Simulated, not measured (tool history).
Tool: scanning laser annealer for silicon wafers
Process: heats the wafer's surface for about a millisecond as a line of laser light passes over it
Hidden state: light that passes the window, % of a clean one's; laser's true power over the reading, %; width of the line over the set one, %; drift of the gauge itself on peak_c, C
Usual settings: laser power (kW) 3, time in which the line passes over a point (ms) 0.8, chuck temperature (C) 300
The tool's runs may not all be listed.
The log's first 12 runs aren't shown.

| run | hour | laser power (kW) | time in which the line passes over a point (ms) | chuck temperature (C) | hours of work since the window was cleaned | hours of work since the power meter was calibrated | hours of work since the optics were aligned | highest temperature of the surface (C) |
|---|---|---|---|---|---|---|---|---|
| 13 | 163.2 | 3 | 0.809 | 300 | 338 | 233 | 601 | 1076 |
| 14 | 176 | 3 | 0.809 | 300 | 347 | 242 | 610 | 1074 |
| 15 | 193.3 | 2.997 | 0.8 | 300 | 358 | 253 | 621 | 1071 |
| 16 | 201.7 | 3 | 0.669 | 300 | 364 | 259 | 627 | 992 |
| 17 | 220 | 3 | 0.8 | 300 | 376 | 271 | 639 | 1072 |
| 18 | 238.7 | 3 | 0.8 | 300 | 389 | 284 | 652 | 1073 |
| 19 | 249.5 | 3 | 0.8 | 300 | 396 | 291 | 659 | 1070 |
| 20 | 263.5 | 3 | 0.8 | 264 | 406 | 300 | 669 | 1032 |
| 21 | 276.3 | 3 | 0.8 | 264 | 414 | 309 | 677 | 1038 |

Forecast run 22:
| 22 | 290.5 | 3.216 | 0.624 | 338 | 424 | 319 | 687 | ? |

{"run 22": {"highest temperature of the surface (C)": 1059}}
Without the tool's hidden state the same run would have given highest temperature of the surface (C) 1059.

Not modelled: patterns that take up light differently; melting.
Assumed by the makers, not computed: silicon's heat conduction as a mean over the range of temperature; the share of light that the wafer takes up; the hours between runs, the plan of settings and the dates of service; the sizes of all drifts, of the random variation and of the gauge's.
